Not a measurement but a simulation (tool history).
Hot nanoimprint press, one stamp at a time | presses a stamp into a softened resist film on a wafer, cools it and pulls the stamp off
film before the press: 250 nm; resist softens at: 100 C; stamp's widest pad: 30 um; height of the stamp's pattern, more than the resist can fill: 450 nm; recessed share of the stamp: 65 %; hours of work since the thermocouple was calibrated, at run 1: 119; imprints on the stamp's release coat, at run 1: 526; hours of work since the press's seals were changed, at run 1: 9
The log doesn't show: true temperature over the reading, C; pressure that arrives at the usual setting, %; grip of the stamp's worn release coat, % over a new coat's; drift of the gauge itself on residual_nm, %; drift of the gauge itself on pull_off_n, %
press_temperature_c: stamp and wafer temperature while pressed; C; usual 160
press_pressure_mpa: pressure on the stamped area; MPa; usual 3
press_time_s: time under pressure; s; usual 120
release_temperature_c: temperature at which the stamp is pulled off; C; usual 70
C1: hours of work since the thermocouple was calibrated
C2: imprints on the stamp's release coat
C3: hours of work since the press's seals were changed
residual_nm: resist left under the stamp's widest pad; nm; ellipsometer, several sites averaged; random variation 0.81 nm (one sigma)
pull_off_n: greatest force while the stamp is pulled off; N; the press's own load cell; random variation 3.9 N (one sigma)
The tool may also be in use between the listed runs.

Run 1, hour 0: usual settings; C1 119; C2 526; C3 9. Result: residual_nm 106.8 nm, pull_off_n 194 N.
Run 2, hour 10.1: usual settings; C1 124; C2 565; C3 14. Result: residual_nm 108.1 nm, pull_off_n 200 N.
Run 3, hour 16.5: usual settings but press_pressure_mpa 2.68 MPa; C1 127; C2 590; C3 17. Result: residual_nm 114.2 nm, pull_off_n 204 N.
Run 4, hour 22.3: usual settings; C1 130; C2 612; C3 20. Result: residual_nm 107.5 nm, pull_off_n 195 N.
Run 5, hour 30: usual settings; C1 134; C2 641; C3 23. Result: residual_nm 109.4 nm, pull_off_n 200 N.
Run 6, hour 34.8: usual settings; C1 136; C2 660; C3 26. Result: residual_nm 107.9 nm, pull_off_n 194 N.
Run 7, hour 44.1: usual settings; C1 141; C2 696; C3 30. Result: residual_nm 108.5 nm, pull_off_n 201 N.
Run 8, hour 51.7: usual settings; C1 144; C2 725; C3 34. Result: residual_nm 107.5 nm, pull_off_n 203 N.
At hour 55.7: plate thermocouple calibrated.
Run 9, hour 59.9: usual settings; C1 2; C2 745; C3 37. Result: residual_nm 110.1 nm, pull_off_n 211 N.
Run 10, hour 67.3: usual settings; C1 6; C2 773; C3 40. Result: residual_nm 111 nm, pull_off_n 216 N.
Run 11, hour 72.8: usual settings but press_pressure_mpa 2.21 MPa, release_temperature_c 76 C; C1 8; C2 795; C3 43. Result: residual_nm 128.8 nm, pull_off_n 170 N.
Run 12, hour 83.1: usual settings but press_temperature_c 167 C, press_pressure_mpa 4.06 MPa, press_time_s 73 s, release_temperature_c 69 C; C1 14; C2 834; C3 48. Result: residual_nm 80.6 nm, pull_off_n 215 N.
Run 13, hour 90: usual settings but press_temperature_c 163 C, press_pressure_mpa 2.18 MPa, release_temperature_c 73 C; C1 17; C2 861; C3 52. Result: residual_nm 113.3 nm, pull_off_n 190 N.

Measured less the same run without the tool's hidden state. The same run-to-run variation is in both; the gauge's scatter may not be:
run  residual_nm  pull_off_n
  1         +2.4         +11
  2         +2.5         +12
  3         +2.8         +12
  4         +2.7         +12
  5         +2.9         +14
  6           +3         +13
  7         +3.1         +14
  8         +3.2         +15
  9         +4.6         +17
 10         +4.7         +18
 11         +5.1         +16
 12         +3.5         +20
 13         +4.7         +18

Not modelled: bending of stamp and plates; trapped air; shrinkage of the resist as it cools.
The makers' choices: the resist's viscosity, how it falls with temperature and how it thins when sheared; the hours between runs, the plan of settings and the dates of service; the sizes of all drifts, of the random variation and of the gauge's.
